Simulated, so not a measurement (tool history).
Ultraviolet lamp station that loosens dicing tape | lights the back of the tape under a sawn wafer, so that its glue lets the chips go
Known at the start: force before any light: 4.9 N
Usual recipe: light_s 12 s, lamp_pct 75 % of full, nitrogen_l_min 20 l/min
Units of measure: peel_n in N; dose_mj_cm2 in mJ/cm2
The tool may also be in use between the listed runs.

Run 1, hour 0: usual settings. Result: peel_n 0.699 N, dose_mj_cm2 338 mJ/cm2.
Run 2, hour 7.1: usual settings. Result: peel_n 0.693 N, dose_mj_cm2 341 mJ/cm2.
Run 3, hour 14.7: usual settings. Result: peel_n 0.705 N, dose_mj_cm2 340 mJ/cm2.
Run 4, hour 23.9: usual settings. Result: peel_n 0.708 N, dose_mj_cm2 331 mJ/cm2.
Run 5, hour 28.3: usual settings but lamp_pct 76 % of full. Result: peel_n 0.68 N, dose_mj_cm2 340 mJ/cm2.
Run 6, hour 34.1: usual settings but lamp_pct 76 % of full. Result: peel_n 0.709 N, dose_mj_cm2 334 mJ/cm2.
Run 7, hour 41.1: usual settings but light_s 11 s. Result: peel_n 0.846 N, dose_mj_cm2 304 mJ/cm2.
Run 8, hour 51.1: usual settings but light_s 11 s. Result: peel_n 0.852 N, dose_mj_cm2 296 mJ/cm2.
Run 9, hour 57.8: usual settings but light_s 11 s. Result: peel_n 0.846 N, dose_mj_cm2 296 mJ/cm2.
Run 10, hour 64: usual settings but light_s 11 s. Result: peel_n 0.846 N, dose_mj_cm2 297 mJ/cm2.
Run 11, hour 74.4: usual settings but light_s 11 s. Result: peel_n 0.871 N, dose_mj_cm2 293 mJ/cm2.
Run 12, hour 80: usual settings but light_s 11 s, lamp_pct 98 % of full. Result: peel_n 0.58 N, dose_mj_cm2 379 mJ/cm2.
Run 13, hour 89.8: usual settings but light_s 11 s, lamp_pct 98 % of full. Result: peel_n 0.583 N, dose_mj_cm2 380 mJ/cm2.
Run 14, hour 94.2: usual settings but light_s 11 s, lamp_pct 67 % of full. Result: peel_n 1.064 N, dose_mj_cm2 255 mJ/cm2.
Run 15, hour 99.2: usual settings but light_s 11 s, lamp_pct 67 % of full. Result: peel_n 1.015 N, dose_mj_cm2 259 mJ/cm2.
Run 16, hour 107.9: usual settings but light_s 11 s, lamp_pct 67 % of full. Result: peel_n 1.05 N, dose_mj_cm2 253 mJ/cm2.
Run 17, hour 115.5: usual settings but lamp_pct 73 % of full. Result: peel_n 0.762 N, dose_mj_cm2 303 mJ/cm2.
Run 18, hour 119.8: usual settings but lamp_pct 73 % of full. Result: peel_n 0.809 N, dose_mj_cm2 302 mJ/cm2.
Run 19, hour 130.6: usual settings. Result: peel_n 0.76 N, dose_mj_cm2 304 mJ/cm2.
Run 20, hour 138.1: usual settings. Result: peel_n 0.777 N, dose_mj_cm2 307 mJ/cm2.
Run 21, hour 143.3: usual settings. Result: peel_n 0.804 N, dose_mj_cm2 304 mJ/cm2.
Run 22, hour 149.6: usual settings. Result: peel_n 0.808 N, dose_mj_cm2 302 mJ/cm2.
Run 23, hour 158.1: usual settings. Result: peel_n 0.815 N, dose_mj_cm2 305 mJ/cm2.
Run 24, hour 165.8: usual settings but lamp_pct 87 % of full, nitrogen_l_min 8 l/min. Result: peel_n 1.02 N, dose_mj_cm2 345 mJ/cm2.
At hour 167.3: window cleaned of glue's vapour.
Run 25, hour 175.2: usual settings but light_s 18 s, lamp_pct 68 % of full, nitrogen_l_min 9 l/min. Result: peel_n 0.777 N, dose_mj_cm2 396 mJ/cm2.
Run 26, hour 183.6: usual settings but light_s 6 s, lamp_pct 68 % of full, nitrogen_l_min 23 l/min. Result: peel_n 2.15 N, dose_mj_cm2 128 mJ/cm2.
At hour 190.1: window cleaned of glue's vapour, once more.
Run 27, hour 190.1: usual settings but light_s 9 s, lamp_pct 63 % of full, nitrogen_l_min 6 l/min. Result: peel_n 1.861 N, dose_mj_cm2 215 mJ/cm2.
Run 28, hour 195.7: usual settings but light_s 19 s, lamp_pct 63 % of full. Result: peel_n 0.438 N, dose_mj_cm2 448 mJ/cm2.
Run 29, hour 200.1: usual settings but light_s 7 s, nitrogen_l_min 24 l/min. Result: peel_n 1.415 N, dose_mj_cm2 198 mJ/cm2.
Run 30, hour 208.5: usual settings but light_s 6 s, lamp_pct 85 % of full, nitrogen_l_min 24 l/min. Result: peel_n 1.429 N, dose_mj_cm2 187 mJ/cm2.
Run 31, hour 217.4: usual settings but light_s 6 s, lamp_pct 66 % of full. Result: peel_n 1.913 N, dose_mj_cm2 149 mJ/cm2.
Run 32, hour 223.7: usual settings but light_s 6 s, lamp_pct 89 % of full, nitrogen_l_min 31 l/min. Result: peel_n 1.335 N, dose_mj_cm2 194 mJ/cm2.
Run 33, hour 234.3: usual settings but light_s 6 s, lamp_pct 89 % of full, nitrogen_l_min 31 l/min. Result: peel_n 1.265 N, dose_mj_cm2 193 mJ/cm2.
Run 34, hour 243.4: usual settings but light_s 6 s, lamp_pct 93 % of full, nitrogen_l_min 31 l/min. Result: peel_n 1.265 N, dose_mj_cm2 200 mJ/cm2.
Run 35, hour 251.2: usual settings but light_s 6 s, lamp_pct 65 % of full, nitrogen_l_min 32 l/min. Result: peel_n 1.841 N, dose_mj_cm2 140 mJ/cm2.
Run 36, hour 257.5: usual settings but light_s 6 s, lamp_pct 68 % of full, nitrogen_l_min 32 l/min. Result: peel_n 1.76 N, dose_mj_cm2 145 mJ/cm2.
Run 37, hour 264.8: usual settings but light_s 7 s, lamp_pct 68 % of full, nitrogen_l_min 9 l/min. Result: peel_n 2.061 N, dose_mj_cm2 168 mJ/cm2.
Run 38, hour 274.7: usual settings but light_s 8 s, lamp_pct 71 % of full, nitrogen_l_min 13 l/min. Result: peel_n 1.557 N, dose_mj_cm2 201 mJ/cm2.
Run 39, hour 283: usual settings but light_s 7 s, lamp_pct 71 % of full, nitrogen_l_min 15 l/min. Result: peel_n 1.813 N, dose_mj_cm2 176 mJ/cm2.
Run 40, hour 290.9: usual settings but light_s 14 s, nitrogen_l_min 14 l/min. Result: peel_n 0.732 N, dose_mj_cm2 365 mJ/cm2.
Run 41, hour 301.7: usual settings but light_s 14 s, nitrogen_l_min 14 l/min. Result: peel_n 0.732 N, dose_mj_cm2 366 mJ/cm2.
Run 42, hour 311.2: usual settings but light_s 8 s, nitrogen_l_min 32 l/min. Result: peel_n 1.183 N, dose_mj_cm2 209 mJ/cm2.

Subtracting, for every run, the result it would have given without the tool's unlogged condition from the measured result gives the following. The same run-to-run variation enters both numbers; the gauge's scatter may not:
The hidden state here: lamp's light, % of a new lamp's; light that the window lets through, % of a clean one's; drift of the gauge itself on peel_n, %; drift of the gauge itself on dose_mj_cm2, %.
run  peel_n  dose_mj_cm2
  1   +0.19          -77
  2  +0.194          -80
  3  +0.204          -81
  4  +0.206          -84
  5  +0.202          -86
  6  +0.212          -87
  7  +0.256          -81
  8  +0.263          -83
  9  +0.272          -85
 10  +0.271          -85
 11  +0.289          -89
 12  +0.189         -117
 13  +0.196         -120
 14  +0.354          -82
 15  +0.346          -84
 16  +0.364          -85
 17  +0.278         -104
 18  +0.297         -105
 19  +0.287         -109
 20  +0.297         -112
 21  +0.314         -113
 22  +0.316         -114
 23  +0.323         -118
 24  +0.401         -137
 25  +0.332         -175
 26  +0.647          -59
 27  +0.347          -49
 28  +0.112         -106
 29  +0.337          -48
 30  +0.344          -47
 31  +0.383          -38
 32  +0.355          -52
 33  +0.345          -54
 34  +0.362          -58
 35   +0.43          -41
 36   +0.43          -43
 37  +0.449          -52
 38  +0.423          -64
 39  +0.473          -56
 40  +0.261         -121
 41  +0.267         -125
 42  +0.407          -74

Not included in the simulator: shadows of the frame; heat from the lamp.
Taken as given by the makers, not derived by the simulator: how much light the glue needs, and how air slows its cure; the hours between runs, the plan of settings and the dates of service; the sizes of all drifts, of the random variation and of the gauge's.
